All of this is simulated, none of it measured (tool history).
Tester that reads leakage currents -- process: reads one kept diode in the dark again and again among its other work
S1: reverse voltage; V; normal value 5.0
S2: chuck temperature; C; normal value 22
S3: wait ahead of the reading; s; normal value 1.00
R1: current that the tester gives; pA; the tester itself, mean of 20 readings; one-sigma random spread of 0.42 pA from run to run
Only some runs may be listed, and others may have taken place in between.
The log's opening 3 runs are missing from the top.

| run | hour | S1 | S2 | S3 | R1 |
|---|---|---|---|---|---|
| 4 | 76.8 | 5.0 | 23 | 1.00 | 160.96 |
| 5 | 97.7 | 5.0 | 23 | 1.00 | 161.96 |
| 6 | 122.5 | 5.0 | 23 | 1.00 | 162.61 |
| 7 | 148.9 | 5.0 | 22 | 2.18 | 149.38 |
| 8 | 168.1 | 5.0 | 40 | 1.00 | 632.14 |
| 9 | 200.5 | 5.0 | 40 | 1.00 | 633.29 |
| 10 | 231.4 | 5.0 | 22 | 1.00 | 150.44 |
| 11 | 250.1 | 5.0 | 22 | 1.00 | 151.38 |
| 12 | 280.2 | 5.0 | 22 | 1.00 | 151.15 |
| 13 | 305.9 | 5.0 | 22 | 1.00 | 152.22 |
| 14 | 335.6 | 5.0 | 22 | 1.00 | 151.70 |
| 15 | 354.1 | 5.0 | 23 | 1.00 | 166.29 |
| 16 | 367.6 | 5.0 | 23 | 1.00 | 166.07 |
| 17 | 397.0 | 5.0 | 23 | 1.00 | 166.75 |
| 18 | 414.2 | 5.0 | 23 | 1.00 | 166.20 |
| 19 | 442.7 | 5.0 | 23 | 1.00 | 168.02 |

Run 20 is up next; what results do you expect?
| 20 | 461.3 | 5.0 | 23 | 1.00 | ? |

Run 20 came out at R1 167.52 pA.
Were there no unlogged condition in the tool, this run, its random variation unchanged, would have produced R1 152.98 pA.
